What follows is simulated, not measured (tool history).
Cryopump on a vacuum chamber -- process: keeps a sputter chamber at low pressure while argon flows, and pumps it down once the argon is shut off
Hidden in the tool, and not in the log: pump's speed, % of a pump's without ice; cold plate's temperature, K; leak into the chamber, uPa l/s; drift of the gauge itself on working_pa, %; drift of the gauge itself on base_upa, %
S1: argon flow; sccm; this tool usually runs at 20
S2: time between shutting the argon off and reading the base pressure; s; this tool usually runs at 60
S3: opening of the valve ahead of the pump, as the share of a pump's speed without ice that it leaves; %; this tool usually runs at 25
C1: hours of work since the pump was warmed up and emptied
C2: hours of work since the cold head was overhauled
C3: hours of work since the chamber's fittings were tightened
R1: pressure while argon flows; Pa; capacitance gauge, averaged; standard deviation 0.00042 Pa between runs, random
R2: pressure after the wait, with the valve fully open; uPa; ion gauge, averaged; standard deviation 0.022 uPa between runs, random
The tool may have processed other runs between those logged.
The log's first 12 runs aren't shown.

| run | hour | S1 | S2 | S3 | C1 | C2 | C3 | R1 | R2 |
|---|---|---|---|---|---|---|---|---|---|
| 13 | 113.7 | 20 | 21 | 25 | 80 | 80 | 1220 | 0.0773 | 3.81 |
| 14 | 125.5 | 20 | 28 | 25 | 88 | 88 | 1228 | 0.0767 | 3.37 |
| 15 | 137.4 | 20 | 28 | 25 | 96 | 96 | 1236 | 0.0774 | 3.6 |
| 16 | 151.1 | 33 | 28 | 25 | 106 | 106 | 1245 | 0.1282 | 3.41 |
| 17 | 159.1 | 33 | 28 | 25 | 111 | 111 | 1251 | 0.1276 | 3.46 |
| 18 | 171.3 | 33 | 28 | 50 | 119 | 119 | 1259 | 0.0645 | 3.5 |
| 19 | 178.5 | 8 | 110 | 31 | 124 | 124 | 1264 | 0.0255 | 2.75 |
| 20 | 189.2 | 20 | 60 | 28 | 131 | 131 | 1271 | 0.0696 | 3.02 |
|  | 197.4 | leaking fittings of the chamber tightened, without venting |
| 21 | 200.2 | 30 | 30 | 28 | 137 | 137 | 2 | 0.1032 | 1.19 |
| 22 | 207.9 | 30 | 30 | 25 | 143 | 143 | 7 | 0.1165 | 1.17 |
| 23 | 217.4 | 28 | 60 | 44 | 149 | 149 | 13 | 0.0615 | 0.71 |
| 24 | 229.9 | 30 | 115 | 25 | 157 | 157 | 22 | 0.1165 | 0.47 |
| 25 | 237.2 | 22 | 60 | 25 | 162 | 162 | 27 | 0.0851 | 0.73 |
| 26 | 244.1 | 17 | 60 | 18 | 167 | 167 | 32 | 0.0912 | 0.7 |
| 27 | 253.5 | 20 | 290 | 43 | 173 | 173 | 38 | 0.0447 | 0.33 |
| 28 | 262.8 | 20 | 282 | 50 | 180 | 180 | 44 | 0.0394 | 0.37 |
| 29 | 275.3 | 14 | 21 | 50 | 188 | 188 | 53 | 0.0277 | 1.72 |
| 30 | 288.7 | 9 | 23 | 60 | 197 | 197 | 62 | 0.0153 | 1.62 |
| 31 | 295.3 | 20 | 214 | 49 | 202 | 202 | 66 | 0.0396 | 0.46 |
| 32 | 302.9 | 23 | 60 | 21 | 207 | 207 | 71 | 0.1056 | 0.81 |
| 33 | 312.8 | 23 | 60 | 21 | 213 | 213 | 78 | 0.1056 | 0.83 |
| 34 | 323.3 | 24 | 37 | 50 | 221 | 221 | 85 | 0.0479 | 1.15 |
| 35 | 331.6 | 24 | 243 | 27 | 226 | 226 | 91 | 0.0859 | 0.48 |

Alternative continuations, all from the tool just after run 35; predict every row:
| A | 345.1 | 27 | 60 | 50 | 235 | 235 | 100 | ? | ? |
| B | 345.1 | 11 | 270 | 23 | 235 | 235 | 100 | ? | ? |
| C | 345.1 | 14 | 60 | 32 | 235 | 235 | 100 | ? | ? |

| run | R1 | R2 |
|---|---|---|
| A | 0.0535 | 0.87 |
| B | 0.047 | 0.46 |
| C | 0.0422 | 0.9 |
Without the tool's hidden state the same runs would have given:
| run | R1 | R2 |
|---|---|---|
| A | 0.052 | 0.66 |
| B | 0.0464 | 0.26 |
| C | 0.0414 | 0.69 |

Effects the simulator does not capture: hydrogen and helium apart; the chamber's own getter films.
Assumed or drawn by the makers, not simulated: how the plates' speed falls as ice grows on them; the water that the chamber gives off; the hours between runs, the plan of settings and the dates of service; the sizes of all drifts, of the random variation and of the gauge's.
